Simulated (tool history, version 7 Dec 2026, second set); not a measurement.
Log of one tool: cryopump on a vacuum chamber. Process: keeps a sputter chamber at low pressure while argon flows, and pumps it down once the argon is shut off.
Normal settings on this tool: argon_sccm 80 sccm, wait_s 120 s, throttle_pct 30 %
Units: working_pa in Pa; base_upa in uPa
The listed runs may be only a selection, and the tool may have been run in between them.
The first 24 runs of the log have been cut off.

run	hour	argon_sccm	wait_s	throttle_pct	hours of work since the pump was warmed up and emptied	hours of work since the cold head was overhauled	hours of work since the chamber's fittings were tightened	working_pa	base_upa
25	308.4	80	120	24	342	342	698	0.2397	0.43
26	317.8	81	24	32	350	350	706	0.1836	1.31
27	332.3	74	24	37	363	363	719	0.1465	1.26
28	347.0	74	24	37	376	376	731	0.1466	1.26
29	359.2	34	28	47	386	386	742	0.0537	1.14
30	367.5	77	37	40	394	394	749	0.1417	0.91
31	383.0	127	57	30	407	407	763	0.3106	0.65
32	392.9	127	57	30	416	416	771	0.3097	0.69
33	401.8	92	25	20	423	423	779	0.3327	1.26
34	417.7	92	25	20	437	437	793	0.3326	1.23

What if the next run were any one of these 4? Each begins from the tool's condition after run 34:
A	427.6	155	22	20	446	446	801	?	?
B	427.6	92	106	16	446	446	801	?	?
C	427.6	80	273	16	446	446	801	?	?
D	427.6	64	25	17	446	446	801	?	?

run	working_pa	base_upa
A	0.5598	1.31
B	0.4128	0.48
C	0.3565	0.35
D	0.2707	1.23
Without the tool's unlogged condition, the same runs would have read:
run	working_pa	base_upa
A	0.5403	1.20
B	0.4013	0.35
C	0.3466	0.23
D	0.2627	1.10

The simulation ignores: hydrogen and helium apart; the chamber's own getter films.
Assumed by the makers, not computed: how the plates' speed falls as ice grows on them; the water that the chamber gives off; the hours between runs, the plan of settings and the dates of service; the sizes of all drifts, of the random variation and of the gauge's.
